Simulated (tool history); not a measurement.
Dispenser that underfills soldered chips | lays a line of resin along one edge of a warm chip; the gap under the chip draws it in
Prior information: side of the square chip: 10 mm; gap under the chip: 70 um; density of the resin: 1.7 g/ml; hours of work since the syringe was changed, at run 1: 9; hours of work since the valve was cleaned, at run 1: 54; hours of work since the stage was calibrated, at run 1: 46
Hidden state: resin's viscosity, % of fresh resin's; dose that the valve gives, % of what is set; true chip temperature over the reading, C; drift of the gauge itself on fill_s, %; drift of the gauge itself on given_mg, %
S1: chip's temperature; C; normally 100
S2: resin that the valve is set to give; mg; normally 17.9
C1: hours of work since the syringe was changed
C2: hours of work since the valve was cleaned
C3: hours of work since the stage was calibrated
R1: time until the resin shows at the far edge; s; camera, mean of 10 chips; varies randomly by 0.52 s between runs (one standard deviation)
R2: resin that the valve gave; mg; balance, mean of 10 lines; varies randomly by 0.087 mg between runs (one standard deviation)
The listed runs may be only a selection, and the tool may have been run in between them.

{"run": 1, "hour": 0.0, "S1": 100, "S2": 17.9, "C1": 9, "C2": 54, "C3": 46, "R1": 70.9, "R2": 17.3}
{"run": 2, "hour": 3.0, "S1": 100, "S2": 17.9, "C1": 11, "C2": 56, "C3": 48, "R1": 78.9, "R2": 17.27}
{"hour": 3.8, "done": "new syringe of resin"}
{"run": 3, "hour": 5.8, "S1": 100, "S2": 17.9, "C1": 1, "C2": 57, "C3": 49, "R1": 44.7, "R2": 17.25}
{"run": 4, "hour": 11.2, "S1": 100, "S2": 17.9, "C1": 5, "C2": 61, "C3": 53, "R1": 56.2, "R2": 17.24}
{"run": 5, "hour": 14.6, "S1": 100, "S2": 17.9, "C1": 7, "C2": 63, "C3": 55, "R1": 61.8, "R2": 17.05}
{"run": 6, "hour": 20.2, "S1": 100, "S2": 17.9, "C1": 10, "C2": 66, "C3": 58, "R1": 74.8, "R2": 17.19}
{"hour": 23.0, "done": "new syringe of resin"}
{"run": 7, "hour": 24.1, "S1": 100, "S2": 17.9, "C1": 1, "C2": 68, "C3": 61, "R1": 43.3, "R2": 16.99}
{"run": 8, "hour": 28.5, "S1": 100, "S2": 17.9, "C1": 3, "C2": 71, "C3": 63, "R1": 50.6, "R2": 16.87}
{"run": 9, "hour": 33.8, "S1": 100, "S2": 17.9, "C1": 7, "C2": 74, "C3": 66, "R1": 60.4, "R2": 16.97}
{"run": 10, "hour": 39.8, "S1": 111, "S2": 17.9, "C1": 10, "C2": 78, "C3": 70, "R1": 47.1, "R2": 17.03}
{"hour": 41.9, "done": "new syringe of resin"}
{"run": 11, "hour": 45.0, "S1": 91, "S2": 15.3, "C1": 2, "C2": 81, "C3": 73, "R1": 71.3, "R2": 14.37}
{"hour": 46.9, "done": "dispensing valve cleaned and set on the balance"}
{"run": 12, "hour": 50.2, "S1": 105, "S2": 20.6, "C1": 5, "C2": 2, "C3": 76, "R1": 42.6, "R2": 20.47}

For run 13, what comes out?
{"run": 13, "hour": 56.3, "S1": 94, "S2": 18.2, "C1": 8, "C2": 6, "C3": 80, "R1": "?", "R2": "?"}

{"run 13": {"R1": 85.0, "R2": 18.07}}
Had the tool carried no hidden state, the very same run would have given R1 54.4 s, R2 18.21 mg.

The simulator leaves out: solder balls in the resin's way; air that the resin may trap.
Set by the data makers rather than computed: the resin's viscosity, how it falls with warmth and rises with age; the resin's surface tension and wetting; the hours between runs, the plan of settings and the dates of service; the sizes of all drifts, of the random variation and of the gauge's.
